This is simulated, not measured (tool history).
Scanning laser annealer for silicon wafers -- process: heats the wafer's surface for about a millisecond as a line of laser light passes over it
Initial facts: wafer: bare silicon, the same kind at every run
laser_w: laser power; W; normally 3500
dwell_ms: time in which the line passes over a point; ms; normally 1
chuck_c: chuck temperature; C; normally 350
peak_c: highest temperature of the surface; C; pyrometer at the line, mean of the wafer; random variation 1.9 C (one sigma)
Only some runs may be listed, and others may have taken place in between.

Run 1, day 0: usual settings. Result: peak_c 1134 C.
Run 2, day 0.642: usual settings. Result: peak_c 1137 C.
Run 3, day 1.067: usual settings but chuck_c 335 C. Result: peak_c 1121 C.
Run 4, day 1.458: usual settings but chuck_c 335 C. Result: peak_c 1120 C.
Run 5, day 2.004: usual settings but chuck_c 335 C. Result: peak_c 1118 C.
Run 6, day 2.417: usual settings but chuck_c 319 C. Result: peak_c 1105 C.
Run 7, day 3.112: usual settings but chuck_c 319 C. Result: peak_c 1106 C.
Run 8, day 3.579: usual settings but chuck_c 319 C. Result: peak_c 1104 C.
Run 9, day 3.983: usual settings but laser_w 3063 W, dwell_ms 0.89 ms, chuck_c 346 C. Result: peak_c 986 C.
Run 10, day 4.554: usual settings but laser_w 3582 W, dwell_ms 0.89 ms, chuck_c 390 C. Result: peak_c 1157 C.
Run 11, day 4.917: usual settings but dwell_ms 1.11 ms. Result: peak_c 1175 C.
Run 12, day 5.562: usual settings but laser_w 3699 W, chuck_c 375 C. Result: peak_c 1214 C.
Run 13, day 6.225: usual settings but laser_w 3699 W, dwell_ms 1.19 ms, chuck_c 375 C. Result: peak_c 1287 C.
Run 14, day 6.721: usual settings but laser_w 3640 W, dwell_ms 0.98 ms. Result: peak_c 1170 C.

Not shown: 1 entry that the log had between the listed runs. Between which runs, and how does the tool's hidden state differ before and after?
Runs 4 to 5: window over the wafer cleaned (day 1.917)
  light that passes the window, % of a clean one's: 99.96 -> 100

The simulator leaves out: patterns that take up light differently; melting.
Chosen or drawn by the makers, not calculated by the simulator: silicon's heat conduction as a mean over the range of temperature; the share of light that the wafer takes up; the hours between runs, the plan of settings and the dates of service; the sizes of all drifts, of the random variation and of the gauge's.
